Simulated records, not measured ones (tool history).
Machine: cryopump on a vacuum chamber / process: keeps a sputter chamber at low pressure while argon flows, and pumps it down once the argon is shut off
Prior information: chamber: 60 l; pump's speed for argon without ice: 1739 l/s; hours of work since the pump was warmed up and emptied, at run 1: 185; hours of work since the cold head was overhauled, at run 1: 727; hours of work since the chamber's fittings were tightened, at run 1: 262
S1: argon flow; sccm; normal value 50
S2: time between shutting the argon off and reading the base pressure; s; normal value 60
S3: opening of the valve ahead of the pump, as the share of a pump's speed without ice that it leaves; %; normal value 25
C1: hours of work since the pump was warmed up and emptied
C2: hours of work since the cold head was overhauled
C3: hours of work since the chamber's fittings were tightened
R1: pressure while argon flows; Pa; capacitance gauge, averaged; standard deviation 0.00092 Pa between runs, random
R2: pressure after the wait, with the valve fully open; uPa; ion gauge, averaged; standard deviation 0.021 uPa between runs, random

run 1 day=0 | S1=50 S2=60 S3=25 | C1=185 C2=727 C3=262 | R1=0.2002 R2=0.71
run 2 day=1.496 | S1=50 S2=60 S3=25 | C1=206 C2=749 C3=283 | R1=0.2021 R2=0.68
run 3 day=2.942 | S1=50 S2=60 S3=25 | C1=227 C2=770 C3=304 | R1=0.1999 R2=0.68
run 4 day=4.421 | S1=50 S2=60 S3=25 | C1=249 C2=791 C3=326 | R1=0.2014 R2=0.71
run 5 day=6.212 | S1=50 S2=64 S3=25 | C1=274 C2=817 C3=352 | R1=0.2042 R2=0.68
run 6 day=7.788 | S1=50 S2=64 S3=25 | C1=297 C2=840 C3=374 | R1=0.2019 R2=0.71
run 7 day=9.179 | S1=50 S2=64 S3=25 | C1=317 C2=860 C3=394 | R1=0.2041 R2=0.73
run 8 day=10.912 | S1=50 S2=64 S3=25 | C1=342 C2=885 C3=419 | R1=0.2041 R2=0.81
run 9 day=12.504 | S1=50 S2=64 S3=25 | C1=365 C2=908 C3=442 | R1=0.2067 R2=0.82
run 10 day=14.242 | S1=50 S2=60 S3=48 | C1=390 C2=933 C3=467 | R1=0.1142 R2=0.83
run 11 day=16.221 | S1=50 S2=94 S3=25 | C1=419 C2=961 C3=496 | R1=0.2086 R2=0.73
run 12 day=18.279 | S1=50 S2=94 S3=25 | C1=448 C2=991 C3=526 | R1=0.2085 R2=0.79
run 13 day=19.679 | S1=50 S2=60 S3=25 | C1=469 C2=1011 C3=546 | R1=0.2104 R2=0.89
run 14 day=20.779 | S1=50 S2=60 S3=25 | C1=484 C2=1027 C3=562 | R1=0.2082 R2=0.86
run 15 day=21.85 | S1=50 S2=71 S3=25 | C1=500 C2=1042 C3=577 | R1=0.2116 R2=0.88
-- day=22.804 pump warmed up, emptied and cooled again
run 16 day=23.862 | S1=68 S2=60 S3=54 | C1=15 C2=1068 C3=603 | R1=0.1236 R2=0.78
run 17 day=25 | S1=68 S2=60 S3=54 | C1=32 C2=1085 C3=619 | R1=0.1238 R2=0.79
run 18 day=25.975 | S1=35 S2=60 S3=51 | C1=46 C2=1099 C3=634 | R1=0.0674 R2=0.8
run 19 day=27.012 | S1=20 S2=24 S3=25 | C1=61 C2=1114 C3=649 | R1=0.0772 R2=1.31
run 20 day=29.012 | S1=20 S2=24 S3=25 | C1=90 C2=1143 C3=677 | R1=0.0799 R2=1.3
run 21 day=30.679 | S1=25 S2=60 S3=25 | C1=114 C2=1167 C3=701 | R1=0.0981 R2=0.89
run 22 day=32.638 | S1=25 S2=78 S3=25 | C1=142 C2=1195 C3=730 | R1=0.0995 R2=0.82
run 23 day=33.817 | S1=54 S2=83 S3=28 | C1=159 C2=1212 C3=747 | R1=0.1924 R2=0.76
run 24 day=35.667 | S1=27 S2=289 S3=24 | C1=185 C2=1239 C3=773 | R1=0.1113 R2=0.66
run 25 day=37.333 | S1=35 S2=22 S3=24 | C1=210 C2=1263 C3=797 | R1=0.1445 R2=1.41
run 26 day=38.329 | S1=35 S2=22 S3=24 | C1=224 C2=1277 C3=812 | R1=0.1466 R2=1.49
run 27 day=39.292 | S1=51 S2=23 S3=22 | C1=238 C2=1291 C3=826 | R1=0.235 R2=1.46
run 28 day=41.2 | S1=44 S2=23 S3=27 | C1=265 C2=1318 C3=853 | R1=0.1648 R2=1.42
run 29 day=42.242 | S1=44 S2=23 S3=27 | C1=280 C2=1333 C3=868 | R1=0.1657 R2=1.49

Alternative continuations, all from the tool just after run 29; predict every row:
run A day=43.183 | S1=50 S2=27 S3=16 | C1=294 C2=1347 C3=882 | R1=? R2=?
run B day=43.183 | S1=82 S2=45 S3=34 | C1=294 C2=1347 C3=882 | R1=? R2=?
run C day=43.183 | S1=48 S2=94 S3=17 | C1=294 C2=1347 C3=882 | R1=? R2=?
run D day=43.183 | S1=41 S2=26 S3=18 | C1=294 C2=1347 C3=882 | R1=? R2=?

run=A R1=0.3149 R2=1.37
run=B R1=0.2514 R2=1.18
run=C R1=0.2852 R2=0.89
run=D R1=0.23 R2=1.38
Stripped of hidden state, with their random variation kept, the same runs would have yielded:
run=A R1=0.3055 R2=0.82
run=B R1=0.236 R2=0.6
run=C R1=0.2761 R2=0.34
run=D R1=0.2222 R2=0.83
